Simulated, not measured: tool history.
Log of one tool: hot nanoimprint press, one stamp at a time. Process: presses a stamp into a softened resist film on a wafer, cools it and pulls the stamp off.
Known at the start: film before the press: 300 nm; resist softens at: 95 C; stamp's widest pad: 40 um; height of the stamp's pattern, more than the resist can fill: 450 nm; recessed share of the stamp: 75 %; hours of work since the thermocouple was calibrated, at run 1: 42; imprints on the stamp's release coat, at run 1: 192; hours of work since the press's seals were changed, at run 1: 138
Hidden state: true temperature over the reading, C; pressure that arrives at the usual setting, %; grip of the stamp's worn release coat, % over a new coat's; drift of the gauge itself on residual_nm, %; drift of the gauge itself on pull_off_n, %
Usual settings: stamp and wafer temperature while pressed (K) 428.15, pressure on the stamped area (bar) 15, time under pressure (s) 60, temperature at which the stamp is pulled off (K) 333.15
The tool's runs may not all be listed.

| run | hour | stamp and wafer temperature while pressed (K) | pressure on the stamped area (bar) | time under pressure (s) | temperature at which the stamp is pulled off (K) | hours of work since the thermocouple was calibrated | imprints on the stamp's release coat | hours of work since the press's seals were changed | resist left under the stamp's widest pad (angstrom) | greatest force while the stamp is pulled off (N) |
|---|---|---|---|---|---|---|---|---|---|---|
| 1 | 0 | 428.15 | 15 | 60 | 333.15 | 42 | 192 | 138 | 1558 | 114 |
| 2 | 17.3 | 428.15 | 15 | 60 | 333.15 | 54 | 243 | 150 | 1545 | 117 |
| 3 | 25.5 | 428.15 | 15 | 97 | 333.15 | 59 | 267 | 155 | 1301 | 116 |
| 4 | 40.5 | 428.15 | 15 | 80 | 333.15 | 69 | 311 | 165 | 1409 | 117 |
| 5 | 52.3 | 428.15 | 15 | 80 | 333.15 | 76 | 345 | 172 | 1381 | 115 |
| 6 | 63.3 | 428.15 | 15 | 80 | 333.15 | 84 | 378 | 179 | 1405 | 116 |
| 7 | 77.8 | 428.15 | 15 | 80 | 333.15 | 93 | 420 | 189 | 1403 | 114 |
| 8 | 91.4 | 428.15 | 15 | 80 | 333.15 | 102 | 460 | 198 | 1397 | 113 |
| 9 | 110.5 | 428.15 | 15 | 60 | 333.15 | 114 | 516 | 210 | 1571 | 114 |
| 10 | 122.2 | 432.15 | 15 | 60 | 333.15 | 122 | 550 | 218 | 1221 | 120 |
| 11 | 139.1 | 428.15 | 10.4 | 60 | 333.15 | 133 | 600 | 229 | 1792 | 111 |
| 12 | 158.6 | 428.15 | 10.4 | 60 | 333.15 | 145 | 657 | 241 | 1811 | 115 |
| 13 | 169.5 | 428.15 | 10.4 | 60 | 333.15 | 153 | 690 | 248 | 1814 | 113 |
| 14 | 182.1 | 428.15 | 10.4 | 50 | 333.15 | 161 | 726 | 257 | 1915 | 115 |
| 15 | 190.5 | 428.15 | 15 | 60 | 333.15 | 166 | 751 | 262 | 1589 | 112 |
| 16 | 204.4 | 428.15 | 15 | 60 | 333.15 | 175 | 792 | 271 | 1588 | 114 |
| 17 | 223.1 | 428.15 | 15 | 60 | 333.15 | 187 | 847 | 283 | 1576 | 116 |
| 18 | 238.2 | 428.15 | 18.6 | 41 | 321.15 | 197 | 891 | 293 | 1663 | 158 |
| 19 | 256 | 428.15 | 15 | 60 | 326.15 | 209 | 944 | 305 | 1585 | 138 |
|  | 263.9 | gauge calibrated |
| 20 | 270.1 | 428.15 | 19.2 | 60 | 327.15 | 218 | 985 | 314 | 1399 | 137 |
| 21 | 280.4 | 428.15 | 19.2 | 60 | 327.15 | 225 | 1015 | 320 | 1406 | 137 |
| 22 | 296.2 | 425.15 | 12.3 | 60 | 333.15 | 235 | 1062 | 331 | 1958 | 109 |
| 23 | 305.3 | 429.15 | 12.3 | 78 | 333.15 | 241 | 1088 | 337 | 1435 | 116 |
| 24 | 315.3 | 428.15 | 12.4 | 93 | 319.15 | 247 | 1117 | 343 | 1422 | 169 |
| 25 | 323.5 | 430.15 | 14.8 | 75 | 338.15 | 253 | 1142 | 348 | 1267 | 98 |
| 26 | 342.2 | 418.15 | 9.2 | 45 | 336.15 | 265 | 1197 | 361 | 2765 | 107 |
| 27 | 353.7 | 418.15 | 9.2 | 45 | 336.15 | 272 | 1230 | 368 | 2754 | 108 |
| 28 | 369 | 418.15 | 9.2 | 45 | 336.15 | 282 | 1275 | 378 | 2771 | 106 |
| 29 | 385.7 | 437.15 | 10.3 | 36 | 329.15 | 293 | 1324 | 389 | 1313 | 129 |
| 30 | 401.1 | 421.15 | 15 | 70 | 333.15 | 303 | 1369 | 399 | 2180 | 113 |

How the hidden state differs across the entries between the runs, from the last listed run before each to the first after it:
Between runs 19 and 20: gauge calibrated (hour 263.9)
  pressure that arrives at the usual setting, %: 99.97 -> 99.96; drift of the gauge itself on residual_nm, %: 2.66 -> 0.06
  measured less the result without the state, resist left under the stamp's widest pad (angstrom): +37 -> -3

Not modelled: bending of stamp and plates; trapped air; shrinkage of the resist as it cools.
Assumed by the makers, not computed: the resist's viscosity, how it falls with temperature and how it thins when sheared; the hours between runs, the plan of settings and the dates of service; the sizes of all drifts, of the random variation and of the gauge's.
